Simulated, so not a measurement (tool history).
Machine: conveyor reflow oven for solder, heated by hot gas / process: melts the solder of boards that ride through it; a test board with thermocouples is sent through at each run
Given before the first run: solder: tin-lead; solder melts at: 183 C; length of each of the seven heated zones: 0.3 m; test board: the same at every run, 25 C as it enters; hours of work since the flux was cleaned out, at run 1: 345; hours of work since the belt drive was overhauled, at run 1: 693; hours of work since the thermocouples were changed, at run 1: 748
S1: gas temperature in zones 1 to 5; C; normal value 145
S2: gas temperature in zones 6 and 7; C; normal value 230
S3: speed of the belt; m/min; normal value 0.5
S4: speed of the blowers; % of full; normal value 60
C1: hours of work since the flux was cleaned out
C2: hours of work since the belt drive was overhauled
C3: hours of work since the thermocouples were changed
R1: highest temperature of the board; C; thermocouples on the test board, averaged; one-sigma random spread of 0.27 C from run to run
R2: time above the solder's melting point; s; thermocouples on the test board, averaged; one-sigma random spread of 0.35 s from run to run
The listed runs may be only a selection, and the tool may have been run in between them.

Run 1, day 0: usual settings; C1 345; C2 693; C3 748. Result: R1 203.5 C, R2 41.6 s.
At day 0.354: flux residue cleaned out of gas plates and filters.
At day 2.35: thermocouples of zones 6 and 7 changed.
Run 2, day 2.921: usual settings but S4 71 % of full; C1 37; C2 732; C3 9. Result: R1 210.6 C, R2 51.2 s.
Run 3, day 4.112: usual settings; C1 55; C2 750; C3 26. Result: R1 206.6 C, R2 45.4 s.
Run 4, day 6.504: usual settings; C1 91; C2 785; C3 62. Result: R1 206.2 C, R2 46 s.
Run 5, day 8.771: usual settings; C1 125; C2 819; C3 96. Result: R1 206.1 C, R2 45.2 s.
At day 9.071: belt drive overhauled, speed set with a stopwatch.
Run 6, day 11.2: usual settings but S1 148 C, S4 87 % of full; C1 158; C2 32; C3 130. Result: R1 214.4 C, R2 56.8 s.
Run 7, day 12.629: usual settings but S1 148 C, S4 87 % of full; C1 180; C2 53; C3 151. Result: R1 214.3 C, R2 56.7 s.
Run 8, day 14.871: usual settings but S1 148 C, S4 87 % of full; C1 213; C2 87; C3 185. Result: R1 214.4 C, R2 56 s.
At day 15.158: belt drive overhauled, speed set with a stopwatch, once more.
Run 9, day 16.671: usual settings but S1 148 C, S2 224 C, S4 69 % of full; C1 238; C2 23; C3 209. Result: R1 203.6 C, R2 43.8 s.
Run 10, day 19: usual settings but S1 148 C, S2 224 C, S4 69 % of full; C1 273; C2 57; C3 244. Result: R1 203.7 C, R2 43.4 s.

Describe how what the log doesn't record of the tool's condition differs between the last listed run preceding each entry between runs and the first listed run following it.
From run 1 to run 2: flux residue cleaned out of gas plates and filters (day 0.354); thermocouples of zones 6 and 7 changed (day 2.35)
  heat that the gas passes to the board, % of a clean oven's: 91.7 -> 98.9; belt's true speed, % of the reading: 98.89 -> 98.83; true gas temperature in zones 6 and 7 over the reading, C: -2.17 -> -0.37
  measured result minus the result with no hidden state, R1: -3.4 -> -0.2 C; R2: -4 -> +0.4 s
From run 5 to run 6: belt drive overhauled, speed set with a stopwatch (day 9.071)
  heat that the gas passes to the board, % of a clean oven's: 96.7 -> 95.8; belt's true speed, % of the reading: 98.69 -> 97.94; true gas temperature in zones 6 and 7 over the reading, C: -0.58 -> -0.66
  measured result minus the result with no hidden state, R1: -0.8 -> -1.2 C; R2: -0.4 -> +0.2 s
From run 8 to run 9: belt drive overhauled, speed set with a stopwatch, once more (day 15.158)
  heat that the gas passes to the board, % of a clean oven's: 94.5 -> 93.9; belt's true speed, % of the reading: 97.85 -> 100.11; true gas temperature in zones 6 and 7 over the reading, C: -0.81 -> -0.87
  measured result minus the result with no hidden state, R1: -1.6 -> -2.3 C; R2: -0.1 -> -3.1 s

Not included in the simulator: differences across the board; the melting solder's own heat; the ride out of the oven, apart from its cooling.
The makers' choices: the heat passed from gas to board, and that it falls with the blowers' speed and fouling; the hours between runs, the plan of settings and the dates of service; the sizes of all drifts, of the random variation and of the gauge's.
